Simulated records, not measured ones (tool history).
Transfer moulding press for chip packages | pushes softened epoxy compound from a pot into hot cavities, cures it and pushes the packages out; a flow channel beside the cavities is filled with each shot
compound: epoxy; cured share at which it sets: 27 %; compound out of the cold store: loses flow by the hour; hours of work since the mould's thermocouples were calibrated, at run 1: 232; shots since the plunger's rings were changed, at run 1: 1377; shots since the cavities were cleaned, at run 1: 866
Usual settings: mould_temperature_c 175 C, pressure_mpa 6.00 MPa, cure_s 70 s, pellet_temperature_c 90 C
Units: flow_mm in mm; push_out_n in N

run,hour,mould_temperature_c,pressure_mpa,cure_s,pellet_temperature_c,hours of work since the mould's thermocouples were calibrated,shots since the plunger's rings were changed,shots since the cavities were cleaned,incoming compound's hours out of the cold store,flow_mm,push_out_n
1,0.0,175,6.00,70,90,232,1377,866,36.5,537,1160
# hour 4.7: cavities cleaned with cleaning compound and waxed
2,10.9,175,6.00,70,90,237,1518,93,29.4,557,784
3,16.9,175,6.00,70,90,241,1607,182,31.1,554,843
4,23.0,175,4.96,70,90,244,1699,274,47.7,458,863
5,33.1,178,6.00,70,90,250,1849,424,34.9,535,774
6,37.9,168,6.00,70,90,253,1921,496,11.6,627,1761
7,45.8,168,6.00,70,90,258,2040,615,17.2,609,1782
8,51.0,168,6.00,70,90,261,2117,692,19.2,597,1909
9,55.4,168,6.00,70,90,263,2182,757,30.4,563,1762
10,62.0,168,6.00,70,90,267,2281,856,34.1,550,1830
# hour 67.0: cavities cleaned with cleaning compound and waxed
11,68.3,168,6.00,70,90,270,2354,21,35.7,548,1076
12,76.3,176,6.94,91,84,275,2473,140,19.3,625,473
13,81.4,176,6.94,91,84,278,2549,216,31.6,584,523
14,88.2,169,5.30,100,91,282,2651,318,42.1,494,609
15,92.6,170,5.30,100,95,284,2717,384,34.2,514,603
16,102.0,170,5.30,100,95,290,2857,524,33.7,513,654
17,109.7,168,6.00,56,87,294,2971,638,36.5,542,2529

4 ways to go on from here, each from the tool as it stands after run 17. What would each give?
A,117.9,168,7.03,56,99,299,3094,761,17.5,?,?
B,117.9,168,4.66,56,87,299,3094,761,38.9,?,?
C,117.9,176,6.00,56,83,299,3094,761,18.7,?,?
D,117.9,175,4.89,70,90,299,3094,761,9.0,?,?

run,flow_mm,push_out_n
A,645,2632
B,470,2587
C,580,2086
D,550,1234
Without the tool's hidden state the same runs would have given:
run,flow_mm,push_out_n
A,668,1619
B,487,1591
C,601,1300
D,570,779

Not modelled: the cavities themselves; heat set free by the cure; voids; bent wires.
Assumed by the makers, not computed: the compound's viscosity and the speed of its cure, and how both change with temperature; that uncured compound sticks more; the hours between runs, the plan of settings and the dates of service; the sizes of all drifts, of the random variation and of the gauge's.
